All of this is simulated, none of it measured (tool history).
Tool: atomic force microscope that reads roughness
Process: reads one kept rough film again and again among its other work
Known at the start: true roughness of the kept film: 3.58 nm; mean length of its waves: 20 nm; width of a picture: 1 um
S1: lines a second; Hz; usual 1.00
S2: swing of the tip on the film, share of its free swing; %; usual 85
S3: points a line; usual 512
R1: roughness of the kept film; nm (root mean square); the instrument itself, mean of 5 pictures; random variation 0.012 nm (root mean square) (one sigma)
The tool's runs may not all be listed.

run 1 day=0.000 | S1=1.00 S2=85 S3=512 | R1=2.642
run 2 day=0.312 | S1=1.00 S2=85 S3=512 | R1=2.631
run 3 day=0.608 | S1=1.00 S2=85 S3=285 | R1=2.559
run 4 day=0.954 | S1=1.55 S2=85 S3=285 | R1=2.474
run 5 day=1.238 | S1=1.55 S2=85 S3=285 | R1=2.453
run 6 day=1.496 | S1=1.55 S2=85 S3=771 | R1=2.513
run 7 day=1.733 | S1=0.61 S2=85 S3=512 | R1=2.584
run 8 day=1.971 | S1=0.61 S2=85 S3=512 | R1=2.570
run 9 day=2.375 | S1=0.61 S2=85 S3=512 | R1=2.543
run 10 day=2.683 | S1=1.00 S2=85 S3=512 | R1=2.477
run 11 day=3.092 | S1=1.00 S2=85 S3=481 | R1=2.451
run 12 day=3.433 | S1=1.00 S2=85 S3=512 | R1=2.435
run 13 day=3.704 | S1=1.00 S2=85 S3=512 | R1=2.381
run 14 day=4.025 | S1=1.00 S2=85 S3=512 | R1=2.389
run 15 day=4.212 | S1=1.00 S2=85 S3=512 | R1=2.389
run 16 day=4.400 | S1=1.00 S2=85 S3=512 | R1=2.379
-- day=4.475 height scale calibrated on a step standard
run 17 day=4.750 | S1=1.81 S2=85 S3=512 | R1=2.264
run 18 day=4.933 | S1=1.00 S2=85 S3=498 | R1=2.343
run 19 day=5.200 | S1=1.33 S2=62 S3=427 | R1=2.394
run 20 day=5.525 | S1=3.61 S2=62 S3=326 | R1=2.275
run 21 day=5.892 | S1=1.24 S2=68 S3=323 | R1=2.306
-- day=6.029 height scale calibrated on a step standard, once more
run 22 day=6.358 | S1=1.24 S2=81 S3=828 | R1=2.293
run 23 day=6.608 | S1=1.24 S2=81 S3=828 | R1=2.271
run 24 day=6.879 | S1=1.88 S2=61 S3=717 | R1=2.310
run 25 day=7.292 | S1=1.88 S2=56 S3=293 | R1=2.253
run 26 day=7.542 | S1=1.88 S2=82 S3=293 | R1=2.111
run 27 day=7.867 | S1=1.88 S2=73 S3=270 | R1=2.154
run 28 day=8.146 | S1=0.94 S2=83 S3=582 | R1=2.195
run 29 day=8.567 | S1=0.94 S2=83 S3=582 | R1=2.183
run 30 day=8.883 | S1=1.54 S2=61 S3=812 | R1=2.216
run 31 day=9.154 | S1=0.93 S2=85 S3=363 | R1=2.119
run 32 day=9.546 | S1=0.69 S2=85 S3=737 | R1=2.167
run 33 day=9.754 | S1=0.69 S2=59 S3=377 | R1=2.162
-- day=10.100 new tip fitted
run 34 day=10.204 | S1=0.69 S2=73 S3=467 | R1=2.794

Forecast each of these 4 alternatives for the next run:
run A day=10.546 | S1=1.02 S2=58 S3=294 | R1=?
run B day=10.546 | S1=1.13 S2=85 S3=270 | R1=?
run C day=10.546 | S1=1.71 S2=73 S3=268 | R1=?
run D day=10.546 | S1=3.57 S2=63 S3=642 | R1=?

run=A R1=2.728
run=B R1=2.595
run=C R1=2.644
run=D R1=2.704
Without the tool's hidden state the same runs would have given:
run=A R1=2.764
run=B R1=2.629
run=C R1=2.679
run=D R1=2.740
